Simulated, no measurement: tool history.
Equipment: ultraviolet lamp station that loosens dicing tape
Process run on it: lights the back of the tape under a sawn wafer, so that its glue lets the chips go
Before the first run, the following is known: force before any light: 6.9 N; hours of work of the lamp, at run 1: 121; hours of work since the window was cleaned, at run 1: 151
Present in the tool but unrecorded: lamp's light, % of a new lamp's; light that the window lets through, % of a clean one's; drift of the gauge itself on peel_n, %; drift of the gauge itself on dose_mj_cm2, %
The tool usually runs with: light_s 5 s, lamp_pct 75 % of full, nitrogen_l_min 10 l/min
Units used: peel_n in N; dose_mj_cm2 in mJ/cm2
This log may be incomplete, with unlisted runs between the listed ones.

run	hour	light_s	lamp_pct	nitrogen_l_min	hours of work of the lamp	hours of work since the window was cleaned	peel_n	dose_mj_cm2
1	0.0	5	75	10	121	151	0.680	360
2	10.1	5	75	10	125	156	0.681	360
3	22.3	5	75	10	130	161	0.676	359
4	33.9	5	75	10	135	166	0.665	361
5	40.3	5	80	10	138	168	0.590	380
6	46.4	5	80	10	140	171	0.608	374
7	55.9	5	80	10	144	175	0.634	381
8	68.3	5	80	10	150	180	0.605	378
9	79.5	5	80	10	154	185	0.611	381
10	88.8	5	80	10	158	189	0.619	381
11	97.6	5	75	5	162	193	1.002	358
12	104.3	5	75	5	165	195	1.020	347
13	113.7	5	75	10	169	199	0.695	353
14	122.6	5	75	10	173	203	0.722	349
15	135.0	5	75	10	178	208	0.703	350
16	145.4	5	75	10	182	213	0.739	348
17	158.1	5	75	10	188	218	0.714	354
18	170.1	3	75	10	193	223	1.654	211
19	182.3	5	75	10	198	228	0.735	344
20	190.2	2	75	10	201	232	2.545	143
21	199.9	2	75	10	205	236	2.525	142
22	210.6	2	75	10	210	240	2.601	139
23	218.1	2	75	10	213	243	2.757	138
# hour 219.7: window cleaned of glue's vapour
24	228.7	8	64	15	217	4	0.357	450
25	235.6	7	70	10	220	7	0.475	434
26	247.1	3	89	16	225	12	1.134	235
27	255.7	3	89	7	228	15	1.592	240
28	268.7	3	86	4	234	21	2.102	224
29	274.9	3	86	4	237	23	2.041	230
30	285.1	3	96	4	241	28	1.784	252
31	292.4	5	68	17	244	31	0.759	294
# hour 297.0: window cleaned of glue's vapour, once more
32	303.9	5	98	5	249	3	0.618	463
33	314.9	5	75	10	253	8	0.670	354
34	322.7	3	70	10	256	11	1.733	198
35	336.1	5	93	7	262	16	0.570	446
36	349.2	7	68	14	268	22	0.395	449
37	362.6	3	60	3	273	28	3.068	168
38	368.6	3	60	3	276	30	2.991	171
39	378.7	4	65	8	280	34	1.413	242
40	387.4	4	65	8	284	38	1.373	249
41	400.6	3	68	13	289	44	1.687	189
42	409.0	3	68	13	293	47	1.647	191
43	416.4	5	79	4	296	50	1.080	365

Each row is a separate what-if for the run after 43, all from the same tool condition, not one after another. Results?
A	428.8	5	78	3	301	56	?	?
B	428.8	2	75	7	301	56	?	?
C	428.8	7	75	4	301	56	?	?
D	428.8	5	79	3	301	56	?	?

run	peel_n	dose_mj_cm2
A	1.244	362
B	2.791	143
C	0.638	490
D	1.218	365
The same runs, with their run-to-run variation unchanged, on a tool lacking any hidden condition would have given:
run	peel_n	dose_mj_cm2
A	1.057	402
B	2.539	158
C	0.531	543
D	1.033	404
